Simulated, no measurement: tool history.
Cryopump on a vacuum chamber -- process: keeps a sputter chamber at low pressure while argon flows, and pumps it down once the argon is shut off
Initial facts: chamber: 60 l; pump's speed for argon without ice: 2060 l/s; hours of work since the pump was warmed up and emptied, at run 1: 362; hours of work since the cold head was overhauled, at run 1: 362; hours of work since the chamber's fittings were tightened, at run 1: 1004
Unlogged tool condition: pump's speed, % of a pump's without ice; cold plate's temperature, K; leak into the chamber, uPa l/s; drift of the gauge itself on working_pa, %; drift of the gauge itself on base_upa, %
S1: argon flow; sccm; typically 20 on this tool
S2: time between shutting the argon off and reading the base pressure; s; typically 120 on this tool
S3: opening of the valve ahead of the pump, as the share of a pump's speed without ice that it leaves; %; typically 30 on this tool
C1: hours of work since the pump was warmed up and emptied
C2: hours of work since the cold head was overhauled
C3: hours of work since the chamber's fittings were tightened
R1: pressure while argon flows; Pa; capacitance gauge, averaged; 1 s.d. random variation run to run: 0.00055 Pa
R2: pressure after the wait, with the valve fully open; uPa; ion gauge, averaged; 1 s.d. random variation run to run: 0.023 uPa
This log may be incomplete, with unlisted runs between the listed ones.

Run 1, hour 0: usual settings; C1 362; C2 362; C3 1004. Result: R1 0.0573 Pa, R2 1.16 uPa.
Run 2, hour 22: usual settings; C1 372; C2 372; C3 1014. Result: R1 0.0569 Pa, R2 1.17 uPa.
Run 3, hour 35.9: usual settings; C1 378; C2 378; C3 1020. Result: R1 0.0564 Pa, R2 1.1 uPa.
Run 4, hour 49.5: usual settings; C1 384; C2 384; C3 1026. Result: R1 0.057 Pa, R2 1.18 uPa.
Run 5, hour 72.2: usual settings; C1 394; C2 394; C3 1036. Result: R1 0.0569 Pa, R2 1.14 uPa.
Run 6, hour 82.9: usual settings; C1 399; C2 399; C3 1041. Result: R1 0.0575 Pa, R2 1.14 uPa.
Run 7, hour 100: usual settings; C1 407; C2 407; C3 1049. Result: R1 0.0565 Pa, R2 1.14 uPa.
Run 8, hour 123: usual settings but S2 201 s; C1 417; C2 417; C3 1059. Result: R1 0.0586 Pa, R2 0.95 uPa.
Run 9, hour 145.5: usual settings but S2 201 s; C1 427; C2 427; C3 1069. Result: R1 0.0582 Pa, R2 0.91 uPa.
Run 10, hour 168.2: usual settings but S2 153 s; C1 437; C2 437; C3 1079. Result: R1 0.0578 Pa, R2 1.08 uPa.
Run 11, hour 182.3: usual settings but S2 230 s; C1 444; C2 444; C3 1085. Result: R1 0.0575 Pa, R2 0.91 uPa.
Run 12, hour 201.9: usual settings but S2 230 s; C1 452; C2 452; C3 1094. Result: R1 0.0564 Pa, R2 0.94 uPa.
Run 13, hour 222.2: usual settings but S2 230 s; C1 461; C2 461; C3 1103. Result: R1 0.0565 Pa, R2 0.92 uPa.
Run 14, hour 242.9: usual settings but S2 230 s; C1 471; C2 471; C3 1113. Result: R1 0.0574 Pa, R2 0.96 uPa.
Run 15, hour 263.4: usual settings but S1 26 sccm; C1 480; C2 480; C3 1122. Result: R1 0.0748 Pa, R2 1.2 uPa.
Run 16, hour 282.7: usual settings but S1 26 sccm; C1 488; C2 488; C3 1130. Result: R1 0.075 Pa, R2 1.2 uPa.
Run 17, hour 298.3: usual settings but S1 19 sccm; C1 495; C2 495; C3 1137. Result: R1 0.0542 Pa, R2 1.18 uPa.
Run 18, hour 314.9: usual settings but S2 49 s, S3 29 %; C1 503; C2 503; C3 1145. Result: R1 0.0598 Pa, R2 2.01 uPa.
Run 19, hour 328.9: usual settings but S1 25 sccm, S2 49 s, S3 23 %; C1 509; C2 509; C3 1151. Result: R1 0.0935 Pa, R2 2.11 uPa.
Run 20, hour 349.4: usual settings but S1 25 sccm, S2 49 s, S3 23 %; C1 518; C2 518; C3 1160. Result: R1 0.0939 Pa, R2 2.07 uPa.
Run 21, hour 359.8: usual settings but S1 14 sccm, S2 122 s, S3 49 %; C1 523; C2 523; C3 1165. Result: R1 0.0245 Pa, R2 1.19 uPa.
Run 22, hour 376.3: usual settings but S1 14 sccm, S2 122 s, S3 49 %; C1 530; C2 530; C3 1172. Result: R1 0.0263 Pa, R2 1.25 uPa.

For run 23, what comes out?
Run 23, hour 389.1: usual settings but S2 187 s, S3 35 %; C1 536; C2 536; C3 1178. Result: R1 ?, R2 ?.

R1: 0.0508 Pa
R2: 1.06 uPa
If the tool had no hidden condition, the same run with the same run-to-run variation would have returned R1 0.0474 Pa, R2 0.51 uPa.
